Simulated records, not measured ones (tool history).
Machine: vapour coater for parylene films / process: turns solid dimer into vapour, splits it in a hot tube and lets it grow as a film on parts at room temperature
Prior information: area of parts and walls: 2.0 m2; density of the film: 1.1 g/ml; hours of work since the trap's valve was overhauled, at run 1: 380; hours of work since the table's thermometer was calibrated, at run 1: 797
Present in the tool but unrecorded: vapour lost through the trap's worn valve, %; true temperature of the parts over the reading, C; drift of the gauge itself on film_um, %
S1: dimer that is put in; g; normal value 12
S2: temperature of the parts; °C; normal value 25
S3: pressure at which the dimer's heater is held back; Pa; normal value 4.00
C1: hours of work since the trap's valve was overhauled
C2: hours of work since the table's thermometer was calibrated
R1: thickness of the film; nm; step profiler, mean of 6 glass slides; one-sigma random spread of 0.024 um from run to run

Run 1, hour 0.0: usual settings; C1 380; C2 797. Result: R1 3340 nm.
Run 2, hour 44.4: usual settings; C1 416; C2 834. Result: R1 3260 nm.
Run 3, hour 72.4: usual settings but S2 23 °C; C1 439; C2 857. Result: R1 3440 nm.
At hour 93.4: trap's valve overhauled.
Run 4, hour 116.8: usual settings; C1 19; C2 890. Result: R1 3500 nm.
Run 5, hour 143.8: usual settings; C1 41; C2 912. Result: R1 3490 nm.
Run 6, hour 186.4: usual settings but S2 20 °C; C1 76; C2 947. Result: R1 3970 nm.
Run 7, hour 237.8: usual settings; C1 119; C2 989. Result: R1 3480 nm.
Run 8, hour 262.7: usual settings but S1 10 g; C1 139; C2 1010. Result: R1 2840 nm.
At hour 292.2: table's thermometer calibrated.
Run 9, hour 293.0: usual settings but S1 10 g; C1 163; C2 1. Result: R1 2890 nm.
Run 10, hour 325.2: usual settings but S1 7 g; C1 189; C2 27. Result: R1 2020 nm.
Run 11, hour 357.3: usual settings but S1 6 g, S3 3.94 Pa; C1 216; C2 54. Result: R1 1690 nm.
Run 12, hour 388.5: usual settings but S1 6 g, S3 3.94 Pa; C1 241; C2 79. Result: R1 1740 nm.
Run 13, hour 422.3: usual settings but S1 11 g, S2 29 °C; C1 269; C2 107. Result: R1 2830 nm.
Run 14, hour 467.1: usual settings but S1 17 g, S2 24 °C; C1 306; C2 144. Result: R1 4980 nm.
Run 15, hour 515.8: usual settings but S1 7 g, S2 23 °C, S3 2.36 Pa; C1 346; C2 184. Result: R1 2160 nm.
Run 16, hour 550.3: usual settings but S1 19 g, S2 20 °C, S3 3.44 Pa; C1 374; C2 212. Result: R1 6090 nm.

For some of the steps in R1 from one run to the next: how much would appear even if the tool had no hidden state, given the settings, what came in and random variation, and how much remains for the hidden state plus any gauge scatter that the measured result and the result without hidden state don't share?
Run 15 -> 16: S1 7 -> 19, S2 23 -> 20, S3 2.36 -> 3.44. R1 +3930 nm: hidden state -230, all else +4160.

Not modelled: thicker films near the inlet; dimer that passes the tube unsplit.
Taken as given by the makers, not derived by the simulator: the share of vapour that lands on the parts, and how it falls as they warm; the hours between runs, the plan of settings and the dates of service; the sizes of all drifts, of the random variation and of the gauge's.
